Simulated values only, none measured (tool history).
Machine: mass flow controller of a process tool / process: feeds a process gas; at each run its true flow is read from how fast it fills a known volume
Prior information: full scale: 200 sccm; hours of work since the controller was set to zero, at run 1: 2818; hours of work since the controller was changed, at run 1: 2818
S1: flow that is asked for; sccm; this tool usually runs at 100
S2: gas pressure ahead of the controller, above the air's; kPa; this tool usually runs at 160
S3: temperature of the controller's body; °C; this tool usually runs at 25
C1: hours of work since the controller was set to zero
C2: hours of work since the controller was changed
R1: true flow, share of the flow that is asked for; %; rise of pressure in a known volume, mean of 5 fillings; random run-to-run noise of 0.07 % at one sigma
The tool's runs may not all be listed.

run	hour	S1	S2	S3	C1	C2	R1
1	0.0	100	160	25	2818	2818	97.57
2	291.8	100	160	25	2973	2973	97.65
3	459.9	100	160	25	3062	3062	97.68
4	740.5	100	160	25	3211	3211	97.71
5	1022.0	100	160	25	3361	3361	97.67
6	1370.0	100	160	34	3545	3545	98.38
7	1553.2	64	160	25	3643	3643	97.58
8	1800.2	114	236	23	3774	3774	97.83
9	2162.3	100	194	33	3966	3966	98.50
10	2497.0	100	194	24	4144	4144	97.62
11	2779.3	28	249	38	4294	4294	100.91
12	3147.5	28	249	38	4489	4489	101.10
13	3485.9	36	253	34	4669	4669	99.89

Measured minus without-hidden-state, run by run (identical run-to-run variation in each term; gauge scatter may differ):
Unlogged tool condition in this case: flow at rest that the sensor doesn't see, % of full scale; true flow over the shown one, %; drift of the gauge itself on true_pct, %.
run	R1
1	-0.44
2	-0.46
3	-0.47
4	-0.50
5	-0.52
6	-0.54
7	+0.03
8	-0.70
9	-0.58
10	-0.60
11	+2.52
12	+2.63
13	+1.70
